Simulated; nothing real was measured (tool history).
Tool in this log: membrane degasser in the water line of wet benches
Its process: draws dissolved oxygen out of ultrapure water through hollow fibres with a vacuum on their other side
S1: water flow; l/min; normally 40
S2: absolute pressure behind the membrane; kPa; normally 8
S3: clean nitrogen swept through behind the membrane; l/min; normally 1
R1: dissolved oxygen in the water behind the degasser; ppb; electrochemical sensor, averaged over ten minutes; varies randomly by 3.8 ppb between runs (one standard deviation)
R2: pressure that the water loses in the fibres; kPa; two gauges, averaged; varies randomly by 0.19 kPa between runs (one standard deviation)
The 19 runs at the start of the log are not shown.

| run | hour | S1 | S2 | S3 | R1 | R2 |
|---|---|---|---|---|---|---|
| 20 | 1709.5 | 53 | 14.67 | 1 | 1039.4 | 51.71 |
| 21 | 1804.2 | 53 | 14.67 | 1 | 1066.8 | 51.81 |
| 22 | 1921.4 | 53 | 14.67 | 1 | 1059.6 | 51.97 |
| 23 | 2036.8 | 53 | 14.67 | 0.94 | 1075.9 | 51.82 |
| 24 | 2145.8 | 31 | 12.17 | 0.42 | 1033.1 | 30.33 |
| 25 | 2252.6 | 40 | 11.13 | 0.54 | 935.1 | 38.38 |
| 26 | 2312.7 | 37 | 17.33 | 0.47 | 1597.3 | 36.18 |
| 27 | 2420 | 37 | 17.33 | 0.47 | 1600.7 | 36.41 |
| 28 | 2504.7 | 48 | 9.31 | 0.47 | 897.4 | 46.39 |
| 29 | 2615 | 48 | 9.31 | 0.47 | 902.9 | 46.72 |
| 30 | 2692 | 26 | 17.96 | 0.47 | 1306.4 | 25.23 |
| 31 | 2781.5 | 37 | 11.1 | 0.4 | 1050.9 | 35.58 |
| 32 | 2900.3 | 27 | 15.83 | 1 | 674.1 | 26.14 |

What if the next run were any one of these 4? Each begins from the tool's condition after run 32:
| A | 2988 | 34 | 15.79 | 0.81 | ? | ? |
| B | 2988 | 40 | 14.95 | 0.54 | ? | ? |
| C | 2988 | 62 | 15.83 | 1.08 | ? | ? |
| D | 2988 | 47 | 11.22 | 0.46 | ? | ? |

| run | R1 | R2 |
|---|---|---|
| A | 963.9 | 33.28 |
| B | 1324.4 | 38.77 |
| C | 1232.7 | 60.24 |
| D | 1143.6 | 45.67 |
Stripped of hidden state, with their random variation kept, the same runs would have yielded:
| run | R1 | R2 |
|---|---|---|
| A | 963.6 | 34.08 |
| B | 1324.1 | 39.71 |
| C | 1232.1 | 61.7 |
| D | 1143.1 | 46.78 |

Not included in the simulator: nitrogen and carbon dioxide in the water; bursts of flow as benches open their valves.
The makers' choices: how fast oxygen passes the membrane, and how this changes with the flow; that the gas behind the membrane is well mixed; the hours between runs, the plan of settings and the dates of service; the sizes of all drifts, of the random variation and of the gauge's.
